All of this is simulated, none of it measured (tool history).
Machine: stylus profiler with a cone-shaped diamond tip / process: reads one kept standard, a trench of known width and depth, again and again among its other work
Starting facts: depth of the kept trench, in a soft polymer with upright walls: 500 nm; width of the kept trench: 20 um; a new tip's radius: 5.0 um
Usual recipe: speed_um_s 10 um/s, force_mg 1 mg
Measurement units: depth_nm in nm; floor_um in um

{"run": 1, "day": 0.0, "speed_um_s": 10, "force_mg": 1, "depth_nm": 501.7, "floor_um": 15.33}
{"run": 2, "day": 0.962, "speed_um_s": 24, "force_mg": 1, "depth_nm": 501.55, "floor_um": 15.23}
{"run": 3, "day": 1.392, "speed_um_s": 10, "force_mg": 0.88, "depth_nm": 501.39, "floor_um": 15.31}
{"run": 4, "day": 1.892, "speed_um_s": 10, "force_mg": 0.88, "depth_nm": 501.42, "floor_um": 15.32}
{"run": 5, "day": 2.746, "speed_um_s": 10, "force_mg": 0.88, "depth_nm": 501.42, "floor_um": 15.26}
{"run": 6, "day": 3.65, "speed_um_s": 17, "force_mg": 1, "depth_nm": 501.67, "floor_um": 15.3}
{"run": 7, "day": 4.179, "speed_um_s": 17, "force_mg": 1, "depth_nm": 501.49, "floor_um": 15.24}
{"run": 8, "day": 4.738, "speed_um_s": 17, "force_mg": 1, "depth_nm": 501.52, "floor_um": 15.24}
{"run": 9, "day": 5.204, "speed_um_s": 10, "force_mg": 1, "depth_nm": 501.63, "floor_um": 15.28}
{"run": 10, "day": 5.979, "speed_um_s": 10, "force_mg": 1, "depth_nm": 501.57, "floor_um": 15.21}
{"run": 11, "day": 6.412, "speed_um_s": 10, "force_mg": 1.19, "depth_nm": 501.83, "floor_um": 15.25}
{"run": 12, "day": 7.029, "speed_um_s": 4, "force_mg": 1, "depth_nm": 501.47, "floor_um": 15.3}
{"run": 13, "day": 7.779, "speed_um_s": 4, "force_mg": 1, "depth_nm": 501.55, "floor_um": 15.23}
{"run": 14, "day": 8.296, "speed_um_s": 10, "force_mg": 1, "depth_nm": 501.61, "floor_um": 15.22}
{"run": 15, "day": 8.746, "speed_um_s": 10, "force_mg": 1, "depth_nm": 501.59, "floor_um": 15.2}
{"run": 16, "day": 9.696, "speed_um_s": 34, "force_mg": 1, "depth_nm": 501.46, "floor_um": 15.11}
{"run": 17, "day": 10.271, "speed_um_s": 34, "force_mg": 1, "depth_nm": 501.58, "floor_um": 15.05}
{"run": 18, "day": 11.071, "speed_um_s": 10, "force_mg": 0.66, "depth_nm": 500.92, "floor_um": 15.17}
{"run": 19, "day": 11.604, "speed_um_s": 10, "force_mg": 0.66, "depth_nm": 500.87, "floor_um": 15.17}
{"run": 20, "day": 12.1, "speed_um_s": 10, "force_mg": 0.66, "depth_nm": 500.97, "floor_um": 15.16}
{"run": 21, "day": 12.871, "speed_um_s": 17, "force_mg": 0.66, "depth_nm": 500.74, "floor_um": 15.13}
{"run": 22, "day": 13.338, "speed_um_s": 10, "force_mg": 1, "depth_nm": 501.39, "floor_um": 15.14}
{"run": 23, "day": 14.021, "speed_um_s": 2, "force_mg": 1, "depth_nm": 501.55, "floor_um": 15.18}
{"run": 24, "day": 14.662, "speed_um_s": 10, "force_mg": 1, "depth_nm": 501.42, "floor_um": 15.13}
{"run": 25, "day": 15.438, "speed_um_s": 10, "force_mg": 1, "depth_nm": 501.46, "floor_um": 15.12}
{"run": 26, "day": 15.979, "speed_um_s": 10, "force_mg": 1, "depth_nm": 501.44, "floor_um": 15.15}
{"run": 27, "day": 16.708, "speed_um_s": 3, "force_mg": 0.83, "depth_nm": 501.07, "floor_um": 15.17}
{"run": 28, "day": 17.312, "speed_um_s": 27, "force_mg": 1, "depth_nm": 501.36, "floor_um": 15.02}
{"run": 29, "day": 17.788, "speed_um_s": 27, "force_mg": 1, "depth_nm": 501.31, "floor_um": 15.07}
{"day": 17.879, "done": "height scale calibrated on a step standard"}
{"run": 30, "day": 18.225, "speed_um_s": 3, "force_mg": 0.98, "depth_nm": 501, "floor_um": 15.14}
{"run": 31, "day": 18.683, "speed_um_s": 7, "force_mg": 0.7, "depth_nm": 500.59, "floor_um": 15.06}
{"run": 32, "day": 19.504, "speed_um_s": 18, "force_mg": 2.99, "depth_nm": 503.73, "floor_um": 15.07}
{"run": 33, "day": 19.946, "speed_um_s": 8, "force_mg": 0.83, "depth_nm": 500.64, "floor_um": 15.11}
{"day": 20.875, "done": "height scale calibrated on a step standard, once more"}
{"run": 34, "day": 20.875, "speed_um_s": 8, "force_mg": 0.83, "depth_nm": 502.41, "floor_um": 15.07}
{"run": 35, "day": 21.462, "speed_um_s": 6, "force_mg": 0.89, "depth_nm": 502.43, "floor_um": 15.09}
{"run": 36, "day": 22.221, "speed_um_s": 13, "force_mg": 0.78, "depth_nm": 502.36, "floor_um": 15.03}
{"run": 37, "day": 23.05, "speed_um_s": 7, "force_mg": 2.82, "depth_nm": 505.05, "floor_um": 15.05}
{"run": 38, "day": 23.892, "speed_um_s": 7, "force_mg": 2.82, "depth_nm": 505.11, "floor_um": 15.03}
{"run": 39, "day": 24.612, "speed_um_s": 11, "force_mg": 2.08, "depth_nm": 504.16, "floor_um": 15.06}
{"run": 40, "day": 25.508, "speed_um_s": 20, "force_mg": 2.08, "depth_nm": 504.17, "floor_um": 15.06}
{"run": 41, "day": 25.958, "speed_um_s": 20, "force_mg": 2.08, "depth_nm": 504.2, "floor_um": 14.96}
{"run": 42, "day": 26.762, "speed_um_s": 7, "force_mg": 1, "depth_nm": 502.59, "floor_um": 15.01}
{"run": 43, "day": 27.546, "speed_um_s": 7, "force_mg": 1, "depth_nm": 502.44, "floor_um": 15.02}
{"run": 44, "day": 28.162, "speed_um_s": 13, "force_mg": 2.13, "depth_nm": 504.22, "floor_um": 15.07}
{"run": 45, "day": 29.075, "speed_um_s": 13, "force_mg": 2.13, "depth_nm": 504.14, "floor_um": 14.98}

3 options for the next run, each taken on its own from the tool as it stands now. Forecast them:
{"run": "A", "day": 29.904, "speed_um_s": 3, "force_mg": 2.1, "depth_nm": "?", "floor_um": "?"}
{"run": "B", "day": 29.904, "speed_um_s": 11, "force_mg": 2.48, "depth_nm": "?", "floor_um": "?"}
{"run": "C", "day": 29.904, "speed_um_s": 13, "force_mg": 1.99, "depth_nm": "?", "floor_um": "?"}

run=A depth_nm=503.98 floor_um=14.98
run=B depth_nm=504.68 floor_um=14.98
run=C depth_nm=503.94 floor_um=14.98
Had the tool no hidden state, the same runs would have come out as:
run=A depth_nm=503.94 floor_um=15.61
run=B depth_nm=504.63 floor_um=15.6
run=C depth_nm=503.9 floor_um=15.6
